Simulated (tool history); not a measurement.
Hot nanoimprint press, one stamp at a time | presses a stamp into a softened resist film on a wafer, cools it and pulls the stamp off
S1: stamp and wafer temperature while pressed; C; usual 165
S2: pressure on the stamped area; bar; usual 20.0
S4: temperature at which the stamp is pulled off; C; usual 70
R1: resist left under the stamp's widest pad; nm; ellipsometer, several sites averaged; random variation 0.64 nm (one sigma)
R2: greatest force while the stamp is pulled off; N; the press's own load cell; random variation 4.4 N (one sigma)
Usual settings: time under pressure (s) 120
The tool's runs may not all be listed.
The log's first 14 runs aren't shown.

{"run": 15, "hour": 226.9, "S1": 165, "S2": 20.0, "time under pressure (s)": 120, "S4": 70, "R1": 179.0, "R2": 228}
{"run": 16, "hour": 246.5, "S1": 165, "S2": 20.0, "time under pressure (s)": 120, "S4": 70, "R1": 179.6, "R2": 244}
{"run": 17, "hour": 255.7, "S1": 165, "S2": 15.4, "time under pressure (s)": 148, "S4": 70, "R1": 184.8, "R2": 252}
{"run": 18, "hour": 276.8, "S1": 165, "S2": 15.4, "time under pressure (s)": 148, "S4": 70, "R1": 184.4, "R2": 252}
{"run": 19, "hour": 287.8, "S1": 165, "S2": 15.4, "time under pressure (s)": 148, "S4": 70, "R1": 184.2, "R2": 258}
{"run": 20, "hour": 306.4, "S1": 176, "S2": 27.1, "time under pressure (s)": 148, "S4": 77, "R1": 97.6, "R2": 217}
{"run": 21, "hour": 326.7, "S1": 176, "S2": 27.1, "time under pressure (s)": 148, "S4": 77, "R1": 97.9, "R2": 222}
{"run": 22, "hour": 348.0, "S1": 165, "S2": 12.7, "time under pressure (s)": 75, "S4": 70, "R1": 230.2, "R2": 275}
{"run": 23, "hour": 368.3, "S1": 158, "S2": 12.7, "time under pressure (s)": 65, "S4": 77, "R1": 266.8, "R2": 232}
{"run": 24, "hour": 390.6, "S1": 158, "S2": 12.7, "time under pressure (s)": 65, "S4": 77, "R1": 267.2, "R2": 235}
{"run": 25, "hour": 409.0, "S1": 158, "S2": 27.0, "time under pressure (s)": 237, "S4": 56, "R1": 168.7, "R2": 396}
{"hour": 424.1, "done": "stamp cleaned and given a new release coat"}
{"run": 26, "hour": 434.9, "S1": 166, "S2": 20.4, "time under pressure (s)": 120, "S4": 70, "R1": 174.2, "R2": 223}
{"run": 27, "hour": 444.3, "S1": 155, "S2": 12.7, "time under pressure (s)": 118, "S4": 70, "R1": 260.2, "R2": 214}
{"run": 28, "hour": 461.0, "S1": 173, "S2": 20.0, "time under pressure (s)": 206, "S4": 70, "R1": 111.1, "R2": 216}
{"run": 29, "hour": 474.9, "S1": 173, "S2": 20.0, "time under pressure (s)": 62, "S4": 66, "R1": 175.6, "R2": 254}

The next listed run, before its measurement:
{"run": 30, "hour": 493.1, "S1": 155, "S2": 20.0, "time under pressure (s)": 219, "S4": 76, "R1": "?", "R2": "?"}

Run 30 gave R1 213.0 nm, R2 207 N.
Without the tool's hidden state the same run would have given R1 211.0 nm, R2 190 N.

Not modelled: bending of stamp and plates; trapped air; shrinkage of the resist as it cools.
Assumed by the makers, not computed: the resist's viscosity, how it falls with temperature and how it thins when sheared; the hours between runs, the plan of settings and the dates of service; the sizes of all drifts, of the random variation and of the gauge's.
